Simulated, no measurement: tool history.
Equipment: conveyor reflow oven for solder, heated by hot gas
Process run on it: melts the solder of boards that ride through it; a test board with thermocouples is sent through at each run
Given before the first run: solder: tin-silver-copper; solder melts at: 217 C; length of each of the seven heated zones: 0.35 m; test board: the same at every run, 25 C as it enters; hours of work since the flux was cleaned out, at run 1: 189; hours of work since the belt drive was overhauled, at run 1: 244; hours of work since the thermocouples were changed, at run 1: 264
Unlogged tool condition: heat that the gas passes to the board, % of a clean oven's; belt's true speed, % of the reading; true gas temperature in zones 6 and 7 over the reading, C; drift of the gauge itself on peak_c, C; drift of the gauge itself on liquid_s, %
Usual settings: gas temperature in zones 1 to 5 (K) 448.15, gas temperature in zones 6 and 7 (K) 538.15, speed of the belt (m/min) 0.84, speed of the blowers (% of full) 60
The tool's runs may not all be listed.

run	hour	gas temperature in zones 1 to 5 (K)	gas temperature in zones 6 and 7 (K)	speed of the belt (m/min)	speed of the blowers (% of full)	hours of work since the flux was cleaned out	hours of work since the belt drive was overhauled	hours of work since the thermocouples were changed	highest temperature of the board (K)	time above the solder's melting point (s)
1	0	448.15	538.15	0.84	60	189	244	264	519.55	33.8
2	28.3	448.15	538.15	0.84	60	206	261	281	519.25	33.5
3	51.6	448.15	538.15	0.84	60	220	275	295	518.75	33.7
4	78.5	440.15	538.15	0.84	60	236	292	311	517.55	30.8
5	109.4	440.15	538.15	0.84	60	255	310	330	517.65	31
6	125.7	440.15	538.15	0.84	60	265	320	339	517.75	30.4
7	156.4	440.15	538.15	0.84	60	283	338	358	517.45	30.9
8	176.3	440.15	538.15	0.84	60	295	350	370	517.45	30.9
9	196.9	440.15	538.15	0.84	60	307	363	382	517.25	30.9
10	220.7	440.15	538.15	0.84	60	322	377	397	517.55	31.3
11	247.5	440.15	538.15	0.84	60	338	393	413	517.05	30.5
# hour 265.1: flux residue cleaned out of gas plates and filters
12	276.4	445.15	538.15	0.84	60	7	407	427	518.35	32.5
13	311.3	445.15	538.15	0.84	60	28	428	448	518.65	32.4
14	335.3	448.15	538.15	0.84	60	42	443	463	519.65	34
15	360	448.15	542.15	0.84	60	57	458	477	522.95	35.6
16	381.7	447.15	542.15	0.84	62	70	471	490	522.95	35.6
17	399.6	457.15	543.15	0.725	51	81	482	501	527.65	47.6
# hour 408.1: thermocouples of zones 6 and 7 changed
18	425.5	457.15	543.15	0.725	51	95	496	11	527.85	47.4
19	454.3	441.15	540.15	0.925	89	113	513	28	522.35	31.2
20	477.1	441.15	540.15	0.925	89	126	527	41	522.45	31.1
21	505.7	441.15	540.15	0.991	75	143	544	59	517.05	25.6
22	527.7	459.15	541.15	0.696	60	157	557	72	529.25	51.3
23	554.9	459.15	541.15	0.696	60	173	574	88	529.45	51.6
24	584.1	460.15	532.15	0.84	60	191	591	106	517.45	35.7
25	598.5	455.15	538.15	1.001	78	199	600	114	518.75	29.1
26	612.8	455.15	538.15	1.001	78	208	608	123	518.75	29.1
27	639	448.15	541.15	0.801	60	224	624	139	523.45	38.1
28	666.5	448.15	541.15	0.801	60	240	641	155	523.95	38
29	695.7	461.15	538.15	0.741	52	258	658	173	523.55	45.5
30	722.6	455.15	530.15	0.9	54	274	675	189	510.25	26.5

What differs in the tool's unlogged condition from the final listed run ahead of each entry between runs to the first listed run following it?
In the gap between runs 11 and 12: flux residue cleaned out of gas plates and filters (hour 265.1)
  heat that the gas passes to the board, % of a clean oven's: 99.7 -> 99.9
In the gap between runs 17 and 18: thermocouples of zones 6 and 7 changed (hour 408.1)
  belt's true speed, % of the reading: 99.97 -> 99.96
